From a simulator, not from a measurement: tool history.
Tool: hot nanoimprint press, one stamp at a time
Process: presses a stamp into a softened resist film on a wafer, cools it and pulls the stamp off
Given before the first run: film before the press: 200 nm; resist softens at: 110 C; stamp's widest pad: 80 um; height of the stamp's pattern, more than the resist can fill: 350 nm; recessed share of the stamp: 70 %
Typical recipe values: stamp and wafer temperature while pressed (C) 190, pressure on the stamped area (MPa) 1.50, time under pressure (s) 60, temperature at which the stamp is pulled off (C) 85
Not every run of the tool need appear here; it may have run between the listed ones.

run   hour  stamp and wafer temperature while pressed (C)  pressure on the stamped area (MPa)  time under pressure (s)  temperature at which the stamp is pulled off (C)  resist left under the stamp's widest pad (angstrom)  greatest force while the stamp is pulled off (N)
  1    0.0                                            190                                1.50                       60                                                85                                                 1154                                                91
  2   25.8                                            190                                1.50                       60                                                85                                                 1158                                                92
  3   76.2                                            182                                1.50                       60                                                85                                                 1447                                                94
  4  102.9                                            182                                1.50                       60                                                85                                                 1441                                                92
  5  133.3                                            182                                1.50                       60                                                85                                                 1431                                                90
  6  168.7                                            182                                1.50                       60                                                85                                                 1442                                                92
  7  192.4                                            182                                1.50                       60                                                85                                                 1440                                                93
  8  236.0                                            182                                1.50                       60                                                85                                                 1435                                                91
     245.7  -- stamp cleaned and given a new release coat
  9  285.8                                            190                                1.50                       60                                                85                                                 1149                                                87
 10  327.7                                            190                                1.50                       60                                                85                                                 1156                                                91
 11  377.5                                            190                                1.50                       89                                                85                                                 1027                                                94
 12  404.0                                            190                                1.80                       60                                                85                                                 1054                                                98
 13  442.4                                            190                                1.80                       60                                                85                                                 1046                                                92
 14  472.3                                            196                                1.50                       64                                                76                                                  940                                               109
 15  513.6                                            182                                2.01                       77                                                88                                                 1190                                                87
     526.7  -- plate thermocouple calibrated
 16  555.0                                            190                                2.35                       31                                                85                                                 1116                                                87
 17  594.8                                            190                                2.36                       60                                                84                                                  901                                                94
 18  635.6                                            193                                1.23                      111                                                70                                                  971                                               118
 19  671.4                                            190                                1.50                       35                                                82                                                 1325                                                99
 20  712.2                                            190                                1.50                       35                                                82                                                 1328                                                96
 21  748.3                                            198                                1.50                      120                                                86                                                  716                                                90
 22  793.5                                            198                                2.30                       38                                                76                                                  822                                               104
 23  837.9                                            186                                1.07                       31                                                76                                                 1668                                               109
 24  879.6                                            202                                1.50                       82                                                77                                                  716                                               102
 25  914.2                                            190                                1.96                       91                                                85                                                  879                                                93
 26  954.4                                            190                                1.87                       49                                                71                                                 1093                                               113

Alternative continuations, all from the tool just after run 26; predict every row:
  A  982.7                                            180                                1.29                       60                                                85                                                    ?                                                 ?
  B  982.7                                            190                                1.02                       49                                                71                                                    ?                                                 ?
  C  982.7                                            195                                1.50                       60                                                85                                                    ?                                                 ?
  D  982.7                                            182                                1.50                       60                                                87                                                    ?                                                 ?

run  resist left under the stamp's widest pad (angstrom)  greatest force while the stamp is pulled off (N)
  A                                                 1586                                                91
  B                                                 1435                                               116
  C                                                  989                                                89
  D                                                 1440                                                88
Take away the tool's hidden state, keep each run's random variation, and the runs would have read:
run  resist left under the stamp's widest pad (angstrom)  greatest force while the stamp is pulled off (N)
  A                                                 1586                                                91
  B                                                 1434                                               116
  C                                                  988                                                89
  D                                                 1440                                                88
